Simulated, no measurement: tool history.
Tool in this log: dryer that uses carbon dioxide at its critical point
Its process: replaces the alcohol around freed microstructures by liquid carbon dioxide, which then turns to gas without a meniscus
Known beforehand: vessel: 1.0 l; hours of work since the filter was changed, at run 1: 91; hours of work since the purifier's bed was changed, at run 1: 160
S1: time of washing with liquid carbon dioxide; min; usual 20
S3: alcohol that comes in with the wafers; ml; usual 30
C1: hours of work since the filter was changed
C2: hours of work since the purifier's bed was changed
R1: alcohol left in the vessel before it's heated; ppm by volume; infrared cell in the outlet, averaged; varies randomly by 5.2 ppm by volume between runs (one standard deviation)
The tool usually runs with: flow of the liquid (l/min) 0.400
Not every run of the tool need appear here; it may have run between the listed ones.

Run 1, hour 0.0: usual settings; C1 91; C2 160. Result: R1 122 ppm by volume.
Run 2, hour 11.5: usual settings; C1 95; C2 164. Result: R1 113 ppm by volume.
Run 3, hour 20.7: usual settings; C1 98; C2 168. Result: R1 117 ppm by volume.
Run 4, hour 41.6: usual settings; C1 106; C2 175. Result: R1 113 ppm by volume.
Run 5, hour 58.7: usual settings; C1 112; C2 181. Result: R1 126 ppm by volume.
Run 6, hour 67.3: usual settings but flow of the liquid (l/min) 0.494; C1 115; C2 184. Result: R1 57 ppm by volume.
Run 7, hour 84.8: usual settings but S1 24 min, flow of the liquid (l/min) 0.610; C1 121; C2 190. Result: R1 47 ppm by volume.
Run 8, hour 98.9: usual settings but S1 24 min, flow of the liquid (l/min) 0.610; C1 126; C2 195. Result: R1 37 ppm by volume.
Run 9, hour 110.3: usual settings but S1 24 min, flow of the liquid (l/min) 0.610; C1 130; C2 199. Result: R1 41 ppm by volume.
Run 10, hour 119.0: usual settings but S1 32 min, flow of the liquid (l/min) 0.262, S3 77 ml; C1 133; C2 202. Result: R1 196 ppm by volume.

Predict each of these 5 candidate next runs independently; none follows another, all start after run 10:
Run A, hour 137.6: usual settings but S1 13 min, flow of the liquid (l/min) 0.675, S3 101 ml; C1 139; C2 209. Result: R1 ?.
Run B, hour 137.6: usual settings but S1 23 min, flow of the liquid (l/min) 0.332, S3 84 ml; C1 139; C2 209. Result: R1 ?.
Run C, hour 137.6: usual settings but S1 31 min, flow of the liquid (l/min) 0.500, S3 37 ml; C1 139; C2 209. Result: R1 ?.
Run D, hour 137.6: usual settings but S1 22 min, S3 24 ml; C1 139; C2 209. Result: R1 ?.
Run E, hour 137.6: usual settings but S1 19 min; C1 139; C2 209. Result: R1 ?.

run   R1
  A  253
  B  333
  C   42
  D   75
  E  151
With the hidden condition removed and each run's random variation left untouched, the same runs would have given:
run   R1
  A  186
  B  256
  C    7
  D   33
  E  100
